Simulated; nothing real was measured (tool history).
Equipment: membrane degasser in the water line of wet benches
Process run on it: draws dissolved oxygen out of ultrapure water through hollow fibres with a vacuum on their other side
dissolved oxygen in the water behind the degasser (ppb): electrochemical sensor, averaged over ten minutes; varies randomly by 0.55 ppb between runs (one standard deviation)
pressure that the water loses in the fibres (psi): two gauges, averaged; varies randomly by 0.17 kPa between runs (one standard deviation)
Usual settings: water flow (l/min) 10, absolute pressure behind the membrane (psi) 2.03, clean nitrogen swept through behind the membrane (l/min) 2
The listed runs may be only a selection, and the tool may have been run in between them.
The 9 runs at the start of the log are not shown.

run    hour  water flow (l/min)  absolute pressure behind the membrane (psi)  clean nitrogen swept through behind the membrane (l/min)  dissolved oxygen in the water behind the degasser (ppb)  pressure that the water loses in the fibres (psi)
 10   598.1                  10                                         2.03                                                         2                                                    139.5                                              4.957
 11   675.9                  10                                         2.03                                                         2                                                    139.4                                              4.972
 12   723.8                  10                                         2.03                                                         2                                                    140.7                                              4.954
 13   761.6                  10                                         2.03                                                         2                                                      140                                               4.97
 14     809                  10                                         2.03                                                         2                                                    139.1                                               4.96
 15   870.4                   8                                         2.03                                                         2                                                    108.9                                               3.96
 16   929.5                   8                                         2.03                                                         2                                                    108.4                                              3.986
 17  1007.8                  10                                         3.89                                                      2.73                                                    219.1                                              4.933
 18  1080.7                  10                                         3.32                                                         2                                                    245.4                                              4.924
 19  1160.3                  10                                         3.32                                                         2                                                    246.3                                              4.976
 20    1228                   8                                         2.83                                                      2.95                                                    113.1                                              3.986
 21    1296                  11                                         2.03                                                      3.36                                                    100.9                                              5.491
 22    1364                  11                                         2.03                                                      3.36                                                    101.3                                              5.449
 23  1397.2                   9                                         4.79                                                      4.51                                                    153.3                                              4.457
 24  1449.2                   7                                         2.03                                                      1.27                                                    146.6                                              3.465
 25  1524.3                   6                                         3.26                                                       1.5                                                    190.4                                              2.966
 26  1596.8                   7                                          1.8                                                         2                                                     81.9                                               3.51
 27  1658.1                   7                                          1.8                                                         2                                                     82.3                                              3.471
 28    1712                   7                                          1.8                                                         2                                                     81.8                                              3.491
 29  1762.7                  12                                         3.84                                                      0.96                                                    660.8                                              5.939
 30  1799.7                  14                                         3.84                                                      1.98                                                    417.6                                              6.939
 31  1873.4                  13                                         3.84                                                      0.81                                                    819.4                                               6.46

Expected results for the next run?
 32  1906                   6                                         3.71                                                      3.86                                                        ?                                                  ?

{"run 32": {"dissolved oxygen in the water behind the degasser (ppb)": 89.8, "pressure that the water loses in the fibres (psi)": 3.03}}
On a tool with no hidden condition, and with the same random variation, this run would have come out at dissolved oxygen in the water behind the degasser (ppb) 87.8, pressure that the water loses in the fibres (psi) 3.028.
